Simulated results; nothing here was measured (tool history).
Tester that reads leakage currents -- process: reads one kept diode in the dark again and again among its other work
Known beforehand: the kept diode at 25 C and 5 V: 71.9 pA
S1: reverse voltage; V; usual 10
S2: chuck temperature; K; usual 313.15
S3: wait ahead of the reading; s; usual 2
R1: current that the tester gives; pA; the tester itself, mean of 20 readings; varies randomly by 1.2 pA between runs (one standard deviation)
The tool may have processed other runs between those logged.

Run 1, day 0: usual settings. Result: R1 452.91 pA.
Run 2, day 1.038: usual settings. Result: R1 455.41 pA.
Run 3, day 2.671: usual settings but S2 309.15 K. Result: R1 328.85 pA.
Run 4, day 4.583: usual settings. Result: R1 460.73 pA.
Run 5, day 5.838: usual settings but S1 12.1 V. Result: R1 515.46 pA.
Run 6, day 7.617: usual settings but S2 302.15 K. Result: R1 187.01 pA.
Run 7, day 9.667: usual settings but S3 5.41 s. Result: R1 470.97 pA.
Run 8, day 11.125: usual settings but S1 18.5 V, S3 5.41 s. Result: R1 671.51 pA.
Run 9, day 12.4: usual settings but S2 295.15 K. Result: R1 106.72 pA.
Run 10, day 13.479: usual settings but S2 295.15 K. Result: R1 106.97 pA.
Run 11, day 14.954: usual settings but S2 295.15 K. Result: R1 112.61 pA.
Run 12, day 16.929: usual settings. Result: R1 498.75 pA.
Run 13, day 18.075: usual settings. Result: R1 500.53 pA.
Run 14, day 19.512: usual settings but S3 7.57 s. Result: R1 502.34 pA.
Run 15, day 20.683: usual settings but S3 3.37 s. Result: R1 506.52 pA.
Run 16, day 22.092: usual settings but S1 3.8 V, S2 303.15 K, S3 1.5 s. Result: R1 125.75 pA.
Run 17, day 23.588: usual settings but S1 10.3 V, S2 298.15 K. Result: R1 151.62 pA.
Run 18, day 24.938: usual settings but S1 10.3 V, S2 314.15 K, S3 9.07 s. Result: R1 561.16 pA.
Run 19, day 26.458: usual settings but S1 10.3 V, S2 314.15 K, S3 9.07 s. Result: R1 561.29 pA.
Run 20, day 28.625: usual settings but S1 4.9 V, S2 302.15 K, S3 2.02 s. Result: R1 108.12 pA.
Run 21, day 30.196: usual settings but S1 16.2 V, S2 317.15 K, S3 3.38 s. Result: R1 761.63 pA.
Run 22, day 32.058: usual settings but S1 5.1 V, S3 0.59 s. Result: R1 280.28 pA.
Run 23, day 33.417: usual settings but S1 15.7 V, S2 310.15 K, S3 1.83 s. Result: R1 431.52 pA.
Run 24, day 34.617: usual settings but S1 15.7 V, S2 310.15 K, S3 1.83 s. Result: R1 427.55 pA.
Run 25, day 36.208: usual settings but S1 1.2 V, S2 294.15 K, S3 0.8 s. Result: R1 24.26 pA.
Run 26, day 38.383: usual settings but S1 1.2 V, S2 294.15 K, S3 0.8 s. Result: R1 24.46 pA.
Run 27, day 39.712: usual settings but S1 1.8 V, S2 309.15 K, S3 7.83 s. Result: R1 111.79 pA.

Not shown here: 2 entries made in the log between runs. Locate each between two listed runs and compare the hidden state at the listed run before it with the hidden state at the listed run after it:
Between runs 10 and 11: chuck's temperature calibrated (day 13.754)
  stray current of the dirty probe card, pA a volt: 1.301 -> 1.321; current scale over the true one, %: -1.22 -> -1.24; true chuck temperature over the reading, C: 1.72 -> 2.31
  the result without the hidden state subtracted from the measured one, R1: +25.59 -> +31.15 pA
Between runs 19 and 20: chuck's temperature calibrated, once more (day 26.633)
  stray current of the dirty probe card, pA a volt: 1.472 -> 1.501; current scale over the true one, %: -1.39 -> -1.42; true chuck temperature over the reading, C: 2.71 -> 0
  the result without the hidden state subtracted from the measured one, R1: +118.42 -> +5.69 pA
